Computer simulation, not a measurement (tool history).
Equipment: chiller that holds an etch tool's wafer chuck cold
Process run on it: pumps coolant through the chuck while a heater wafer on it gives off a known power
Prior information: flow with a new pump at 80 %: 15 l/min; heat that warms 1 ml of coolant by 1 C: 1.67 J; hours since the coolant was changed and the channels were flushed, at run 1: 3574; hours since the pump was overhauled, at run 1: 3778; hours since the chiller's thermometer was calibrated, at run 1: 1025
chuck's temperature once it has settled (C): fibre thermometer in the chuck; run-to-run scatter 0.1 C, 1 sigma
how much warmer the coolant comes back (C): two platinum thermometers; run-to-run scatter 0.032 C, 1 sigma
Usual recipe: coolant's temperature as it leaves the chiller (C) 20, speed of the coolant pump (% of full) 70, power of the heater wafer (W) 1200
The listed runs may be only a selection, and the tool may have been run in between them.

run	hour	coolant's temperature as it leaves the chiller (C)	speed of the coolant pump (% of full)	power of the heater wafer (W)	hours since the coolant was changed and the channels were flushed	hours since the pump was overhauled	hours since the chiller's thermometer was calibrated	chuck's temperature once it has settled (C)	how much warmer the coolant comes back (C)
1	0.0	20	70	1200	3574	3778	1025	29.1	3.28
2	78.6	20	70	768	3653	3857	1103	25.9	2.15
3	170.7	20	70	768	3745	3949	1195	25.8	2.12
4	243.1	20	71	1200	3817	4021	1268	29.0	3.22
# hour 288.2: coolant changed, channels flushed
5	360.8	20	71	1200	73	4133	1379	29.0	3.18
6	502.2	20	71	1200	214	4274	1521	29.0	3.23
7	611.7	13	71	1200	324	4384	1630	22.1	3.20
8	709.8	13	71	1200	422	4482	1728	22.0	3.22
9	835.6	13	71	1200	547	4608	1854	21.7	3.21
10	1009.5	13	71	1200	721	4782	2028	21.9	3.20
11	1157.7	20	70	1534	870	4930	2176	31.5	4.19
12	1325.3	20	70	1534	1037	5097	2344	31.5	4.22
# hour 1457.9: chiller's thermometer calibrated
13	1498.9	20	70	1534	1210	5270	41	31.4	4.23
14	1665.1	20	70	1200	1376	5436	207	29.1	3.21
15	1747.4	20	70	1200	1458	5519	289	29.0	3.22
16	1913.7	20	70	1203	1625	5685	456	29.1	3.32
17	2020.2	20	70	1203	1731	5791	562	29.1	3.27

Run 18 is up next; what results do you expect?
18	2119.2	11	66	938	1830	5890	661	?	?

{"run 18": {"chuck's temperature once it has settled (C)": 18.4, "how much warmer the coolant comes back (C)": 2.68}}
The same run, on a tool lacking any hidden state, would have yielded chuck's temperature once it has settled (C) 18.4, how much warmer the coolant comes back (C) 2.68.
